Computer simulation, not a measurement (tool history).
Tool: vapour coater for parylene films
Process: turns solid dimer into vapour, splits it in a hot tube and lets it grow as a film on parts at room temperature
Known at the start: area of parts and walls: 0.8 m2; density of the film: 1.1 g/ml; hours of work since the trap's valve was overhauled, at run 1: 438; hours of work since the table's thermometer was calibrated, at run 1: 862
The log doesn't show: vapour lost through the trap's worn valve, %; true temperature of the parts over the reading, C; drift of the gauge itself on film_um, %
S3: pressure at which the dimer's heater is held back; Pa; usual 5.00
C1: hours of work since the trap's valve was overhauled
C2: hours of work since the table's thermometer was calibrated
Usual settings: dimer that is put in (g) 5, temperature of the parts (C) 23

run 1 day=0.000 | dimer_that_is_put_in_(g)=5 temperature_of_the_parts_(C)=23 S3=5.00 | C1=438 C2=862 | thickness_of_the_film_(nm)=3420
run 2 day=1.279 | dimer_that_is_put_in_(g)=5 temperature_of_the_parts_(C)=23 S3=5.89 | C1=459 C2=883 | thickness_of_the_film_(nm)=3330
run 3 day=2.371 | dimer_that_is_put_in_(g)=5 temperature_of_the_parts_(C)=23 S3=2.15 | C1=476 C2=901 | thickness_of_the_film_(nm)=3840
run 4 day=3.500 | dimer_that_is_put_in_(g)=5 temperature_of_the_parts_(C)=23 S3=2.15 | C1=495 C2=920 | thickness_of_the_film_(nm)=3810
run 5 day=5.488 | dimer_that_is_put_in_(g)=5 temperature_of_the_parts_(C)=23 S3=2.15 | C1=528 C2=952 | thickness_of_the_film_(nm)=3840
-- day=6.954 trap's valve overhauled
run 6 day=7.050 | dimer_that_is_put_in_(g)=5 temperature_of_the_parts_(C)=23 S3=5.00 | C1=2 C2=975 | thickness_of_the_film_(nm)=3660
run 7 day=8.117 | dimer_that_is_put_in_(g)=5 temperature_of_the_parts_(C)=23 S3=5.00 | C1=19 C2=993 | thickness_of_the_film_(nm)=3660
-- day=8.300 table's thermometer calibrated
run 8 day=9.833 | dimer_that_is_put_in_(g)=4 temperature_of_the_parts_(C)=23 S3=5.00 | C1=47 C2=25 | thickness_of_the_film_(nm)=2910
run 9 day=10.754 | dimer_that_is_put_in_(g)=4 temperature_of_the_parts_(C)=23 S3=5.00 | C1=62 C2=40 | thickness_of_the_film_(nm)=2890
run 10 day=11.571 | dimer_that_is_put_in_(g)=4 temperature_of_the_parts_(C)=23 S3=5.00 | C1=75 C2=54 | thickness_of_the_film_(nm)=2930
run 11 day=12.654 | dimer_that_is_put_in_(g)=4 temperature_of_the_parts_(C)=23 S3=5.00 | C1=93 C2=71 | thickness_of_the_film_(nm)=2890
run 12 day=13.825 | dimer_that_is_put_in_(g)=4 temperature_of_the_parts_(C)=23 S3=4.27 | C1=112 C2=91 | thickness_of_the_film_(nm)=2930
run 13 day=15.088 | dimer_that_is_put_in_(g)=5 temperature_of_the_parts_(C)=23 S3=11.73 | C1=133 C2=111 | thickness_of_the_film_(nm)=3180
run 14 day=16.262 | dimer_that_is_put_in_(g)=3 temperature_of_the_parts_(C)=19 S3=3.23 | C1=152 C2=131 | thickness_of_the_film_(nm)=2800
run 15 day=17.646 | dimer_that_is_put_in_(g)=3 temperature_of_the_parts_(C)=19 S3=3.23 | C1=175 C2=153 | thickness_of_the_film_(nm)=2800
run 16 day=19.004 | dimer_that_is_put_in_(g)=6 temperature_of_the_parts_(C)=32 S3=3.23 | C1=197 C2=176 | thickness_of_the_film_(nm)=2930
-- day=19.971 table's thermometer calibrated, once more
run 17 day=20.879 | dimer_that_is_put_in_(g)=8 temperature_of_the_parts_(C)=28 S3=9.11 | C1=227 C2=15 | thickness_of_the_film_(nm)=4150
run 18 day=21.938 | dimer_that_is_put_in_(g)=7 temperature_of_the_parts_(C)=28 S3=2.22 | C1=245 C2=32 | thickness_of_the_film_(nm)=4480
run 19 day=22.862 | dimer_that_is_put_in_(g)=7 temperature_of_the_parts_(C)=28 S3=2.22 | C1=260 C2=48 | thickness_of_the_film_(nm)=4470
run 20 day=23.971 | dimer_that_is_put_in_(g)=3 temperature_of_the_parts_(C)=19 S3=2.64 | C1=278 C2=66 | thickness_of_the_film_(nm)=2900
run 21 day=24.938 | dimer_that_is_put_in_(g)=5 temperature_of_the_parts_(C)=28 S3=7.20 | C1=294 C2=82 | thickness_of_the_film_(nm)=2700

3 ways to go on from here, each from the tool as it stands after run 21. What would each give?
run A day=26.546 | dimer_that_is_put_in_(g)=7 temperature_of_the_parts_(C)=23 S3=3.36 | C1=320 C2=108 | thickness_of_the_film_(nm)=?
run B day=26.546 | dimer_that_is_put_in_(g)=3 temperature_of_the_parts_(C)=23 S3=5.00 | C1=320 C2=108 | thickness_of_the_film_(nm)=?
run C day=26.546 | dimer_that_is_put_in_(g)=3 temperature_of_the_parts_(C)=18 S3=6.57 | C1=320 C2=108 | thickness_of_the_film_(nm)=?

run=A thickness_of_the_film_(nm)=5280
run=B thickness_of_the_film_(nm)=2130
run=C thickness_of_the_film_(nm)=2600
Without the tool's hidden state the same runs would have given:
run=A thickness_of_the_film_(nm)=5570
run=B thickness_of_the_film_(nm)=2250
run=C thickness_of_the_film_(nm)=2750

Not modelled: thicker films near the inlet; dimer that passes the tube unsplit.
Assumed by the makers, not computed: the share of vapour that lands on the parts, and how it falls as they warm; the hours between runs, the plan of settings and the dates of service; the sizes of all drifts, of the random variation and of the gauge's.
